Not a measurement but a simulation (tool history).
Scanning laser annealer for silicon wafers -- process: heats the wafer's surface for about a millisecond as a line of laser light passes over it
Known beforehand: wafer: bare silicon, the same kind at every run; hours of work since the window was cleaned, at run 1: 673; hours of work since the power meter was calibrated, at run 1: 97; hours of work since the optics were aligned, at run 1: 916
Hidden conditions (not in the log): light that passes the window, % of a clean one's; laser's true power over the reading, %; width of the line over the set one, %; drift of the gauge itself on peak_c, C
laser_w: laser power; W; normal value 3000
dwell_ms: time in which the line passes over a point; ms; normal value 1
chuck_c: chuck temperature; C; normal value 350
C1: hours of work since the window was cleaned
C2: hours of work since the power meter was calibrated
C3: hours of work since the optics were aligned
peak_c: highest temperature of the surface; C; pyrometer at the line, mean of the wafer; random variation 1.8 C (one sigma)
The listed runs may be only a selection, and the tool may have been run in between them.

Run 1, day 0: usual settings; C1 673; C2 97; C3 916. Result: peak_c 1051 C.
Run 2, day 0.158: usual settings; C1 674; C2 99; C3 917. Result: peak_c 1048 C.
Run 3, day 0.546: usual settings; C1 678; C2 103; C3 921. Result: peak_c 1049 C.
Run 4, day 0.738: usual settings but dwell_ms 0.82 ms; C1 680; C2 105; C3 923. Result: peak_c 977 C.
Run 5, day 0.979: usual settings but dwell_ms 0.82 ms; C1 682; C2 107; C3 926. Result: peak_c 978 C.
Run 6, day 1.304: usual settings but dwell_ms 0.82 ms; C1 686; C2 110; C3 929. Result: peak_c 977 C.
Run 7, day 1.592: usual settings but dwell_ms 0.82 ms; C1 688; C2 113; C3 931. Result: peak_c 980 C.
Run 8, day 1.842: usual settings but laser_w 2658 W; C1 691; C2 115; C3 934. Result: peak_c 965 C.
Run 9, day 2.129: usual settings but laser_w 2658 W; C1 694; C2 118; C3 937. Result: peak_c 965 C.
Run 10, day 2.296: usual settings but laser_w 2658 W; C1 695; C2 120; C3 938. Result: peak_c 968 C.
Run 11, day 2.679: usual settings but laser_w 2658 W; C1 699; C2 124; C3 942. Result: peak_c 965 C.
Run 12, day 2.896: usual settings but laser_w 2658 W, dwell_ms 1.09 ms; C1 701; C2 126; C3 944. Result: peak_c 995 C.
Run 13, day 3.229: usual settings but laser_w 2658 W, dwell_ms 1.09 ms; C1 704; C2 129; C3 947. Result: peak_c 995 C.
Run 14, day 3.512: usual settings but laser_w 2658 W, dwell_ms 1.09 ms; C1 707; C2 132; C3 950. Result: peak_c 992 C.
Run 15, day 3.9: usual settings but laser_w 2658 W, dwell_ms 1.09 ms; C1 711; C2 135; C3 954. Result: peak_c 994 C.
Run 16, day 4.262: usual settings but laser_w 2658 W, dwell_ms 1.09 ms; C1 715; C2 139; C3 958. Result: peak_c 992 C.
Run 17, day 4.575: usual settings but laser_w 2658 W, dwell_ms 1.09 ms, chuck_c 340 C; C1 718; C2 142; C3 961. Result: peak_c 982 C.
Run 18, day 4.879: usual settings but chuck_c 328 C; C1 720; C2 145; C3 964. Result: peak_c 1025 C.
Run 19, day 5.229: usual settings but chuck_c 328 C; C1 724; C2 148; C3 967. Result: peak_c 1027 C.
Run 20, day 5.592: usual settings but chuck_c 328 C; C1 727; C2 152; C3 970. Result: peak_c 1027 C.
Run 21, day 5.954: usual settings but chuck_c 328 C; C1 731; C2 155; C3 974. Result: peak_c 1028 C.
Run 22, day 6.196: usual settings but laser_w 3020 W, dwell_ms 0.92 ms, chuck_c 387 C; C1 733; C2 158; C3 976. Result: peak_c 1061 C.
Run 23, day 6.462: usual settings but laser_w 2614 W, dwell_ms 0.92 ms, chuck_c 369 C; C1 736; C2 160; C3 979. Result: peak_c 946 C.
Run 24, day 6.675: usual settings but laser_w 2654 W, dwell_ms 1.1 ms, chuck_c 367 C; C1 738; C2 162; C3 981. Result: peak_c 1014 C.
Run 25, day 6.917: usual settings but laser_w 2843 W, chuck_c 319 C; C1 740; C2 165; C3 983. Result: peak_c 974 C.
Run 26, day 7.096: usual settings but laser_w 2843 W, chuck_c 376 C; C1 742; C2 167; C3 985. Result: peak_c 1039 C.
Run 27, day 7.408: usual settings but laser_w 2836 W, dwell_ms 0.73 ms, chuck_c 381 C; C1 745; C2 170; C3 988. Result: peak_c 937 C.
Run 28, day 7.792: usual settings but laser_w 2836 W, dwell_ms 0.73 ms, chuck_c 327 C; C1 749; C2 173; C3 992. Result: peak_c 883 C.
Run 29, day 8.004: usual settings but laser_w 2990 W, chuck_c 355 C; C1 751; C2 175; C3 994. Result: peak_c 1055 C.
Run 30, day 8.342: usual settings but dwell_ms 0.96 ms, chuck_c 387 C; C1 754; C2 179; C3 997. Result: peak_c 1068 C.
Run 31, day 8.6: usual settings but laser_w 2618 W, dwell_ms 0.96 ms, chuck_c 316 C; C1 757; C2 181; C3 1000. Result: peak_c 906 C.
Run 32, day 8.871: usual settings but laser_w 2618 W, dwell_ms 0.96 ms, chuck_c 316 C; C1 759; C2 184; C3 1002. Result: peak_c 911 C.
Run 33, day 9.088: usual settings but dwell_ms 0.75 ms, chuck_c 389 C; C1 762; C2 186; C3 1005. Result: peak_c 984 C.
Run 34, day 9.458: usual settings but dwell_ms 0.75 ms, chuck_c 389 C; C1 765; C2 190; C3 1008. Result: peak_c 984 C.
Run 35, day 9.708: usual settings but dwell_ms 0.75 ms, chuck_c 389 C; C1 768; C2 192; C3 1011. Result: peak_c 987 C.
Run 36, day 10.046: usual settings but laser_w 3187 W, dwell_ms 0.75 ms, chuck_c 389 C; C1 771; C2 195; C3 1014. Result: peak_c 1023 C.
Run 37, day 10.425: usual settings but laser_w 3187 W, dwell_ms 1.13 ms, chuck_c 389 C; C1 775; C2 199; C3 1018. Result: peak_c 1186 C.
Run 38, day 10.746: usual settings but dwell_ms 1.1 ms, chuck_c 312 C; C1 778; C2 202; C3 1021. Result: peak_c 1049 C.
Run 39, day 10.975: usual settings but dwell_ms 1.1 ms, chuck_c 312 C; C1 780; C2 204; C3 1023. Result: peak_c 1051 C.
Run 40, day 11.233: usual settings but dwell_ms 1.1 ms, chuck_c 312 C; C1 782; C2 207; C3 1025. Result: peak_c 1047 C.
Run 41, day 11.417: usual settings but dwell_ms 1.1 ms, chuck_c 312 C; C1 784; C2 209; C3 1027. Result: peak_c 1050 C.
Run 42, day 11.688: usual settings but dwell_ms 1.1 ms, chuck_c 312 C; C1 787; C2 211; C3 1030. Result: peak_c 1045 C.

3 options for the next run, each taken on its own from the tool as it stands now. Forecast them:
Run A, day 11.879: usual settings but dwell_ms 1.1 ms, chuck_c 338 C; C1 789; C2 213; C3 1032. Result: peak_c ?.
Run B, day 11.879: usual settings but laser_w 3243 W, dwell_ms 1.1 ms, chuck_c 312 C; C1 789; C2 213; C3 1032. Result: peak_c ?.
Run C, day 11.879: usual settings but dwell_ms 1.16 ms, chuck_c 316 C; C1 789; C2 213; C3 1032. Result: peak_c ?.

run  peak_c
  A    1076
  B    1111
  C    1074
The same runs, with their run-to-run variation unchanged, on a tool lacking any hidden condition would have given:
run  peak_c
  A    1078
  B    1113
  C    1076
